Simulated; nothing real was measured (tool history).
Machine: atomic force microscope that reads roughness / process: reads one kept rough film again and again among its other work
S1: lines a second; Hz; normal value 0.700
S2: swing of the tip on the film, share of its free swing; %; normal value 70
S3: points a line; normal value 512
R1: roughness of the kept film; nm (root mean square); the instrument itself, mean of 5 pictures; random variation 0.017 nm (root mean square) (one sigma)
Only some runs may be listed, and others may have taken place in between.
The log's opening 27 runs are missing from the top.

Run 28, day 17.196: usual settings but S1 3.443 Hz, S2 85 %, S3 413. Result: R1 3.218 nm (root mean square).
Run 29, day 17.725: usual settings but S1 3.443 Hz, S2 71 %, S3 287. Result: R1 3.338 nm (root mean square).
Run 30, day 18.479: usual settings but S1 3.443 Hz, S2 71 %, S3 287. Result: R1 3.150 nm (root mean square).
At day 18.825: new tip fitted.
Run 31, day 19.275: usual settings but S1 3.443 Hz, S2 71 %, S3 287. Result: R1 3.577 nm (root mean square).
Run 32, day 19.912: usual settings but S2 84 %, S3 446. Result: R1 3.532 nm (root mean square).
Run 33, day 20.654: usual settings but S1 1.789 Hz, S2 85 %, S3 497. Result: R1 3.189 nm (root mean square).
At day 21.171: new tip fitted.
Run 34, day 21.250: usual settings but S1 0.610 Hz, S2 76 %, S3 997. Result: R1 3.977 nm (root mean square).
Run 35, day 21.979: usual settings but S2 80 %, S3 739. Result: R1 3.691 nm (root mean square).
Run 36, day 22.604: usual settings but S2 60 %, S3 625. Result: R1 3.569 nm (root mean square).
Run 37, day 22.979: usual settings but S2 60 %, S3 625. Result: R1 3.471 nm (root mean square).
At day 23.529: new tip fitted.
Run 38, day 23.858: usual settings but S1 1.032 Hz, S2 76 %, S3 625. Result: R1 3.821 nm (root mean square).
Run 39, day 24.658: usual settings but S1 3.005 Hz, S2 73 %. Result: R1 3.400 nm (root mean square).
Run 40, day 25.367: usual settings but S2 66 %, S3 326. Result: R1 3.423 nm (root mean square).
At day 25.921: new tip fitted.
Run 41, day 25.954: usual settings but S1 1.771 Hz, S2 57 %, S3 326. Result: R1 3.958 nm (root mean square).
Run 42, day 26.492: usual settings but S1 2.610 Hz, S2 60 %. Result: R1 3.717 nm (root mean square).
Run 43, day 26.933: usual settings but S1 1.160 Hz, S2 60 %, S3 982. Result: R1 3.648 nm (root mean square).
Run 44, day 27.425: usual settings but S1 0.847 Hz, S3 607. Result: R1 3.484 nm (root mean square).
Run 45, day 27.942: usual settings but S1 2.876 Hz, S2 55 %, S3 354. Result: R1 3.344 nm (root mean square).
At day 28.283: new tip fitted.
Run 46, day 28.808: usual settings but S1 0.956 Hz, S3 310. Result: R1 3.792 nm (root mean square).
Run 47, day 29.283: usual settings but S1 0.956 Hz, S3 310. Result: R1 3.666 nm (root mean square).
Run 48, day 29.825: usual settings but S1 0.956 Hz, S3 310. Result: R1 3.503 nm (root mean square).
Run 49, day 30.417: usual settings but S1 2.415 Hz, S2 58 %. Result: R1 3.335 nm (root mean square).
At day 30.646: new tip fitted.
Run 50, day 31.246: usual settings but S2 60 %, S3 824. Result: R1 3.794 nm (root mean square).
Run 51, day 31.854: usual settings but S1 0.668 Hz. Result: R1 3.566 nm (root mean square).
Run 52, day 32.583: usual settings but S1 2.011 Hz, S2 72 %, S3 536. Result: R1 3.277 nm (root mean square).

Branching from run 52: 3 alternative next runs. What would each branch give?
At day 33.012: new tip fitted.
Run A, day 33.183: usual settings but S1 2.011 Hz, S2 72 %, S3 811. Result: R1 ?.
At day 33.012: new tip fitted.
Run B, day 33.183: usual settings but S1 0.552 Hz, S2 72 %, S3 599. Result: R1 ?.
At day 33.012: new tip fitted.
Run C, day 33.183: usual settings but S2 75 %, S3 530. Result: R1 ?.

run     R1
  A  3.778
  B  3.918
  C  3.891
Had the tool no hidden state, the same runs would have come out as:
run     R1
  A  3.871
  B  4.014
  C  3.987

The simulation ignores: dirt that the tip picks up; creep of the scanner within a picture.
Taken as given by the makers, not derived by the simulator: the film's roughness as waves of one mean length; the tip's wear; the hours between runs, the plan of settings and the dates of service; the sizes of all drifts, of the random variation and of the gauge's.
